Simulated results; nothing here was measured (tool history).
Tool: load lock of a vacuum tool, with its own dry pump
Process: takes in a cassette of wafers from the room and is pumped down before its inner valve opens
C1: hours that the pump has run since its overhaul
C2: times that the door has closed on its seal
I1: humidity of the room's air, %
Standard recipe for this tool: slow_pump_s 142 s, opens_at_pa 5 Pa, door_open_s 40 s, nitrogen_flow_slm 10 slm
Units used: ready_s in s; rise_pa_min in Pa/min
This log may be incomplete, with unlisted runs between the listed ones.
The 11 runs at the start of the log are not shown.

Run 12, hour 2399: usual settings; C1 4651; C2 9404; I1 45.5. Result: ready_s 300.7 s, rise_pa_min 0.02 Pa/min.
Run 13, hour 2635.4: usual settings but opens_at_pa 7 Pa; C1 4887; C2 9744; I1 45.1. Result: ready_s 297.2 s, rise_pa_min 0.023 Pa/min.
Run 14, hour 2792.9: usual settings but slow_pump_s 162 s, opens_at_pa 7 Pa; C1 5045; C2 9970; I1 46.6. Result: ready_s 310.2 s, rise_pa_min 0.023 Pa/min.
Run 15, hour 3100.6: usual settings; C1 5352; C2 10413; I1 45. Result: ready_s 303.4 s, rise_pa_min 0.02 Pa/min.
Run 16, hour 3321: usual settings; C1 5573; C2 10730; I1 44.2. Result: ready_s 301.8 s, rise_pa_min 0.025 Pa/min.
Run 17, hour 3449.2: usual settings; C1 5701; C2 10914; I1 44.7. Result: ready_s 301.9 s, rise_pa_min 0.022 Pa/min.
Run 18, hour 3748.1: usual settings; C1 6000; C2 11344; I1 45.6. Result: ready_s 305.1 s, rise_pa_min 0.014 Pa/min.
Run 19, hour 3909.9: usual settings but slow_pump_s 120 s, door_open_s 65 s; C1 6162; C2 11577; I1 47.2. Result: ready_s 284.3 s, rise_pa_min 0.031 Pa/min.
Run 20, hour 4225: usual settings but slow_pump_s 139 s, opens_at_pa 6 Pa, door_open_s 46 s, nitrogen_flow_slm 26 slm; C1 6477; C2 12030; I1 45. Result: ready_s 297.4 s, rise_pa_min 0.012 Pa/min.
Run 21, hour 4450.9: usual settings but nitrogen_flow_slm 29 slm; C1 6703; C2 12355; I1 44.5. Result: ready_s 304.2 s, rise_pa_min 0.014 Pa/min.
Run 22, hour 4681: usual settings but opens_at_pa 6 Pa, nitrogen_flow_slm 41 slm; C1 6933; C2 12686; I1 45.3. Result: ready_s 301.6 s, rise_pa_min 0.015 Pa/min.
Run 23, hour 4931: usual settings but slow_pump_s 235 s; C1 7183; C2 13045; I1 46.4. Result: ready_s 377.4 s, rise_pa_min 0.018 Pa/min.
Run 24, hour 5085: usual settings but slow_pump_s 235 s; C1 7337; C2 13267; I1 46.3. Result: ready_s 375.2 s, rise_pa_min 0.016 Pa/min.
Run 25, hour 5291.5: usual settings but nitrogen_flow_slm 33 slm; C1 7543; C2 13564; I1 47.7. Result: ready_s 305.1 s, rise_pa_min 0.012 Pa/min.
Run 26, hour 5537.7: usual settings but slow_pump_s 93 s, opens_at_pa 4 Pa; C1 7790; C2 13918; I1 46.1. Result: ready_s 269.1 s, rise_pa_min 0.021 Pa/min.
Run 27, hour 5717: usual settings but slow_pump_s 198 s, opens_at_pa 4 Pa, door_open_s 32 s, nitrogen_flow_slm 15 slm; C1 7969; C2 14176; I1 46.8. Result: ready_s 351.5 s, rise_pa_min 0.016 Pa/min.
Run 28, hour 5889.9: usual settings but slow_pump_s 198 s, opens_at_pa 4 Pa, door_open_s 32 s, nitrogen_flow_slm 15 slm; C1 8142; C2 14424; I1 45. Result: ready_s 353.4 s, rise_pa_min 0.009 Pa/min.
Run 29, hour 6062.8: usual settings but slow_pump_s 81 s, door_open_s 140 s, nitrogen_flow_slm 29 slm; C1 8315; C2 14673; I1 47.5. Result: ready_s 252.9 s, rise_pa_min 0.025 Pa/min.
Run 30, hour 6211.3: usual settings but slow_pump_s 110 s, door_open_s 102 s, nitrogen_flow_slm 29 slm; C1 8463; C2 14887; I1 44.2. Result: ready_s 279 s, rise_pa_min 0.016 Pa/min.
Run 31, hour 6464.9: usual settings but opens_at_pa 8 Pa, nitrogen_flow_slm 6 slm; C1 8717; C2 15251; I1 42.2. Result: ready_s 295.4 s, rise_pa_min 0.025 Pa/min.
Run 32, hour 6722.6: usual settings but opens_at_pa 8 Pa, nitrogen_flow_slm 6 slm; C1 8975; C2 15622; I1 49.1. Result: ready_s 295.5 s, rise_pa_min 0.022 Pa/min.
Run 33, hour 7021.1: usual settings but opens_at_pa 8 Pa, nitrogen_flow_slm 6 slm; C1 9273; C2 16051; I1 42.6. Result: ready_s 294.9 s, rise_pa_min 0.019 Pa/min.
Run 34, hour 7279.4: usual settings but opens_at_pa 8 Pa, nitrogen_flow_slm 6 slm; C1 9531; C2 16423; I1 43.8. Result: ready_s 295.7 s, rise_pa_min 0.023 Pa/min.
Run 35, hour 7553.3: usual settings but opens_at_pa 8 Pa, nitrogen_flow_slm 6 slm; C1 9805; C2 16817; I1 46.5. Result: ready_s 293.9 s, rise_pa_min 0.019 Pa/min.
Run 36, hour 7821.2: usual settings but opens_at_pa 8 Pa, door_open_s 75 s, nitrogen_flow_slm 22 slm; C1 10073; C2 17202; I1 42.2. Result: ready_s 295.9 s, rise_pa_min 0.018 Pa/min.

Here are 3 independent what-if runs from the current tool condition. What would each one return?
Run A, hour 8030.9: usual settings but slow_pump_s 254 s, opens_at_pa 8 Pa, door_open_s 75 s, nitrogen_flow_slm 22 slm; C1 10283; C2 17504; I1 46.1. Result: ready_s ?, rise_pa_min ?.
Run B, hour 8030.9: usual settings but door_open_s 78 s; C1 10283; C2 17504; I1 45.7. Result: ready_s ?, rise_pa_min ?.
Run C, hour 8030.9: usual settings but slow_pump_s 120 s, opens_at_pa 6 Pa, door_open_s 124 s; C1 10283; C2 17504; I1 41.9. Result: ready_s ?, rise_pa_min ?.

run  ready_s  rise_pa_min
  A    380.4        0.021
  B    300.7         0.03
  C    284.8        0.032
Take away the tool's hidden state, keep each run's random variation, and the runs would have read:
run  ready_s  rise_pa_min
  A    380.3        0.021
  B    300.6        0.029
  C    284.7        0.032
